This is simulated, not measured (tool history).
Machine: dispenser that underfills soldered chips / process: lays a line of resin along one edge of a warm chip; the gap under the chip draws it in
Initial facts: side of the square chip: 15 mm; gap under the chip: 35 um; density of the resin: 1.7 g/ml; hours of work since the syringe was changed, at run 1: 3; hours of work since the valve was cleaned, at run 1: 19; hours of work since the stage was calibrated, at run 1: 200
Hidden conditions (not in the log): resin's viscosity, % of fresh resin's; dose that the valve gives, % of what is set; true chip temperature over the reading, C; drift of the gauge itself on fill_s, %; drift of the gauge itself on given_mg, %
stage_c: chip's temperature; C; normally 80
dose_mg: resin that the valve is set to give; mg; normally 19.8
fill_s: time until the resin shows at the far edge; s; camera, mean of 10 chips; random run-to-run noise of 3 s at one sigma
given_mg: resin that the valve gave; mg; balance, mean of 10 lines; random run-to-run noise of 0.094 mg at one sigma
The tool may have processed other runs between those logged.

| run | hour | stage_c | dose_mg | hours of work since the syringe was changed | hours of work since the valve was cleaned | hours of work since the stage was calibrated | fill_s | given_mg |
|---|---|---|---|---|---|---|---|---|
| 1 | 0.0 | 80 | 19.8 | 3 | 19 | 200 | 394.2 | 19.62 |
| 2 | 4.6 | 74 | 19.8 | 6 | 22 | 203 | 675.1 | 19.38 |
|  | 9.7 | new syringe of resin |
| 3 | 11.5 | 74 | 19.8 | 1 | 27 | 207 | 437.3 | 19.50 |
| 4 | 15.9 | 74 | 19.8 | 4 | 29 | 210 | 566.0 | 19.30 |
|  | 24.1 | new syringe of resin |
| 5 | 25.8 | 80 | 19.8 | 1 | 36 | 216 | 319.7 | 19.22 |
| 6 | 32.7 | 80 | 19.8 | 6 | 40 | 220 | 476.7 | 19.18 |
|  | 38.6 | new syringe of resin |
| 7 | 41.8 | 80 | 17.7 | 2 | 46 | 226 | 367.4 | 17.24 |
| 8 | 50.0 | 80 | 19.8 | 7 | 51 | 231 | 548.5 | 18.99 |
|  | 53.2 | new syringe of resin |
| 9 | 55.5 | 80 | 19.8 | 2 | 55 | 235 | 337.0 | 19.14 |
| 10 | 61.9 | 80 | 19.8 | 6 | 59 | 239 | 483.6 | 18.97 |
| 11 | 67.0 | 80 | 19.8 | 9 | 62 | 242 | 646.5 | 18.97 |
|  | 67.9 | new syringe of resin |
|  | 70.2 | dispensing valve cleaned and set on the balance |
| 12 | 77.3 | 80 | 19.8 | 5 | 5 | 248 | 472.2 | 19.69 |
|  | 83.4 | new syringe of resin |
| 13 | 83.8 | 80 | 19.8 | 0 | 9 | 252 | 298.6 | 19.62 |
| 14 | 93.1 | 80 | 19.8 | 6 | 15 | 258 | 495.1 | 19.42 |
|  | 98.3 | new syringe of resin |
| 15 | 101.1 | 88 | 19.8 | 2 | 20 | 263 | 238.6 | 19.60 |
| 16 | 107.9 | 90 | 19.8 | 6 | 24 | 268 | 322.6 | 19.54 |
|  | 112.9 | new syringe of resin |
| 17 | 116.2 | 90 | 19.8 | 2 | 29 | 273 | 228.6 | 19.35 |
| 18 | 123.8 | 90 | 19.8 | 7 | 34 | 278 | 347.3 | 19.36 |
|  | 127.5 | new syringe of resin |
| 19 | 129.0 | 90 | 19.8 | 1 | 37 | 281 | 205.0 | 19.20 |
| 20 | 137.3 | 90 | 19.8 | 6 | 43 | 286 | 321.9 | 19.19 |
|  | 142.1 | new syringe of resin |
| 21 | 145.5 | 65 | 22.1 | 2 | 48 | 291 | 715.1 | 21.21 |
| 22 | 154.5 | 65 | 22.1 | 8 | 54 | 297 | 1184.0 | 21.28 |
|  | 157.1 | new syringe of resin |
| 23 | 158.9 | 81 | 24.5 | 1 | 56 | 300 | 304.9 | 23.45 |
| 24 | 164.7 | 81 | 24.5 | 5 | 60 | 304 | 423.9 | 23.46 |
|  | 170.3 | dispensing valve cleaned and set on the balance |
| 25 | 171.7 | 74 | 19.1 | 9 | 1 | 307 | 823.7 | 19.21 |
|  | 172.7 | new syringe of resin |
| 26 | 179.9 | 74 | 19.1 | 5 | 6 | 312 | 584.9 | 19.00 |
| 27 | 184.9 | 78 | 20.6 | 8 | 9 | 316 | 625.9 | 20.63 |
|  | 187.3 | new syringe of resin |
| 28 | 189.9 | 90 | 16.8 | 2 | 12 | 319 | 219.2 | 16.64 |
| 29 | 196.3 | 73 | 19.1 | 6 | 17 | 323 | 668.9 | 18.96 |
| 30 | 200.5 | 84 | 20.3 | 9 | 19 | 326 | 491.9 | 19.83 |
|  | 202.1 | new syringe of resin |
| 31 | 209.9 | 84 | 20.3 | 5 | 25 | 332 | 368.8 | 19.91 |
|  | 216.9 | new syringe of resin |
| 32 | 219.6 | 84 | 20.3 | 2 | 31 | 338 | 279.0 | 19.95 |
| 33 | 223.5 | 88 | 19.8 | 4 | 34 | 340 | 288.9 | 19.27 |
|  | 231.7 | new syringe of resin |
| 34 | 232.6 | 81 | 19.4 | 1 | 39 | 346 | 293.4 | 19.12 |
| 35 | 236.9 | 81 | 19.4 | 3 | 42 | 349 | 371.6 | 18.96 |
| 36 | 242.7 | 87 | 17.2 | 7 | 46 | 352 | 409.4 | 16.55 |

What if the next run were any one of these 3? Each begins from the tool's condition after run 36:
|  | 246.7 | new syringe of resin |
| A | 249.8 | 87 | 19.8 | 2 | 50 | 357 | ? | ? |
|  | 246.7 | new syringe of resin |
| B | 249.8 | 82 | 17.5 | 2 | 50 | 357 | ? | ? |
|  | 246.7 | new syringe of resin |
| C | 249.8 | 84 | 17.2 | 2 | 50 | 357 | ? | ? |

| run | fill_s | given_mg |
|---|---|---|
| A | 257.6 | 19.21 |
| B | 333.7 | 17.01 |
| C | 309.2 | 16.54 |
With no hidden state in the tool, these same runs would have given:
| run | fill_s | given_mg |
|---|---|---|
| A | 220.7 | 19.89 |
| B | 284.8 | 17.60 |
| C | 263.6 | 17.13 |
